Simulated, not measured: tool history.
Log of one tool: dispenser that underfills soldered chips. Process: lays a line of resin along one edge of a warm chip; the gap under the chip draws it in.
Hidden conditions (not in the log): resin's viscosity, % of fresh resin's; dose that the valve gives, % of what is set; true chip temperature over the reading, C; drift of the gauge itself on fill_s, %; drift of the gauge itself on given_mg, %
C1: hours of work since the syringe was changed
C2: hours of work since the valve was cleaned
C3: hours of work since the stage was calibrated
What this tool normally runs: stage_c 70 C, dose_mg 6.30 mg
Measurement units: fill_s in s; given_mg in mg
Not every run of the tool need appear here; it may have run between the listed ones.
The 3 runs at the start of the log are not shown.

run 4 hour=7.3 | stage_c=70 dose_mg=6.30 | C1=3 C2=83 C3=115 | fill_s=5.5 given_mg=5.89
run 5 hour=11.2 | stage_c=70 dose_mg=7.72 | C1=6 C2=86 C3=118 | fill_s=6.7 given_mg=7.21
-- hour=13.7 new syringe of resin
run 6 hour=15.7 | stage_c=70 dose_mg=6.30 | C1=2 C2=89 C3=122 | fill_s=4.6 given_mg=5.88
run 7 hour=18.8 | stage_c=70 dose_mg=6.30 | C1=4 C2=91 C3=124 | fill_s=5.8 given_mg=5.88
run 8 hour=22.3 | stage_c=70 dose_mg=6.30 | C1=7 C2=94 C3=127 | fill_s=6.7 given_mg=5.83
-- hour=24.1 new syringe of resin
run 9 hour=27.0 | stage_c=73 dose_mg=6.30 | C1=2 C2=98 C3=130 | fill_s=4.8 given_mg=5.83
run 10 hour=31.3 | stage_c=73 dose_mg=6.30 | C1=6 C2=101 C3=134 | fill_s=5.7 given_mg=5.82
run 11 hour=33.4 | stage_c=70 dose_mg=6.30 | C1=7 C2=103 C3=135 | fill_s=7.0 given_mg=5.80
-- hour=34.5 new syringe of resin
run 12 hour=38.1 | stage_c=70 dose_mg=6.30 | C1=3 C2=106 C3=139 | fill_s=5.7 given_mg=5.78
run 13 hour=41.7 | stage_c=70 dose_mg=6.30 | C1=6 C2=109 C3=142 | fill_s=6.7 given_mg=5.76
run 14 hour=44.0 | stage_c=70 dose_mg=6.30 | C1=7 C2=111 C3=143 | fill_s=7.3 given_mg=5.75
-- hour=45.0 new syringe of resin
-- hour=46.0 dispensing valve cleaned and set on the balance
run 15 hour=49.5 | stage_c=70 dose_mg=6.30 | C1=3 C2=3 C3=147 | fill_s=5.1 given_mg=6.31
run 16 hour=52.0 | stage_c=70 dose_mg=6.30 | C1=5 C2=5 C3=149 | fill_s=5.9 given_mg=6.30
run 17 hour=54.7 | stage_c=61 dose_mg=7.24 | C1=7 C2=7 C3=151 | fill_s=9.8 given_mg=7.15
-- hour=56.4 new syringe of resin
run 18 hour=57.4 | stage_c=74 dose_mg=7.95 | C1=1 C2=9 C3=153 | fill_s=4.2 given_mg=7.89
run 19 hour=60.0 | stage_c=74 dose_mg=7.95 | C1=3 C2=11 C3=155 | fill_s=4.4 given_mg=7.89
run 20 hour=64.8 | stage_c=74 dose_mg=7.95 | C1=7 C2=15 C3=159 | fill_s=5.6 given_mg=7.90
-- hour=66.9 new syringe of resin
run 21 hour=68.5 | stage_c=59 dose_mg=7.57 | C1=1 C2=17 C3=161 | fill_s=7.9 given_mg=7.48
run 22 hour=71.8 | stage_c=74 dose_mg=6.81 | C1=4 C2=20 C3=164 | fill_s=4.5 given_mg=6.75
run 23 hour=74.6 | stage_c=62 dose_mg=7.03 | C1=6 C2=22 C3=166 | fill_s=9.2 given_mg=6.93
-- hour=77.5 new syringe of resin
run 24 hour=78.3 | stage_c=62 dose_mg=6.41 | C1=1 C2=25 C3=169 | fill_s=6.5 given_mg=6.32

Run 25, settings as shown, results not yet in. Your forecast:
run 25 hour=82.8 | stage_c=70 dose_mg=7.32 | C1=4 C2=28 C3=172 | fill_s=? given_mg=?

fill_s: 5.4 s
given_mg: 7.20 mg
The same run, on a tool lacking any hidden state, would have yielded fill_s 4.4 s, given_mg 7.35 mg.

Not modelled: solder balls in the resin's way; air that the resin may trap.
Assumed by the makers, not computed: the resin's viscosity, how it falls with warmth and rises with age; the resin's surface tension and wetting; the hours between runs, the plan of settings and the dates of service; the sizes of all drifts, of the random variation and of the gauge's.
